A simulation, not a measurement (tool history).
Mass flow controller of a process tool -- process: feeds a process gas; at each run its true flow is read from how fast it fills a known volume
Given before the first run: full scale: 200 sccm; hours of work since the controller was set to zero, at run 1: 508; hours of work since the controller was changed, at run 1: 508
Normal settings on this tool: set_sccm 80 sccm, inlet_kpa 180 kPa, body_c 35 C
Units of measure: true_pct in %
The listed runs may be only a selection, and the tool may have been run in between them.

run,hour,set_sccm,inlet_kpa,body_c,hours of work since the controller was set to zero,hours of work since the controller was changed,true_pct
1,0.0,80,180,35,508,508,98.37
2,70.7,176,180,35,531,531,99.87
3,108.1,176,180,35,544,544,99.77
4,180.9,176,180,35,567,567,99.84
5,250.2,176,189,35,590,590,99.83
6,288.2,80,180,35,602,602,98.30
7,356.8,80,180,35,624,624,98.25
8,421.7,80,180,35,645,645,98.30
9,480.8,80,180,35,664,664,98.32
10,563.8,80,180,35,691,691,98.27

Run 11 comes next. What will it give?
11,626.9,35,227,32,712,712,?

{"run 11": {"true_pct": 97.66}}
With the hidden condition absent and the run-to-run variation left alone, this run would have shown true_pct 97.66 %.
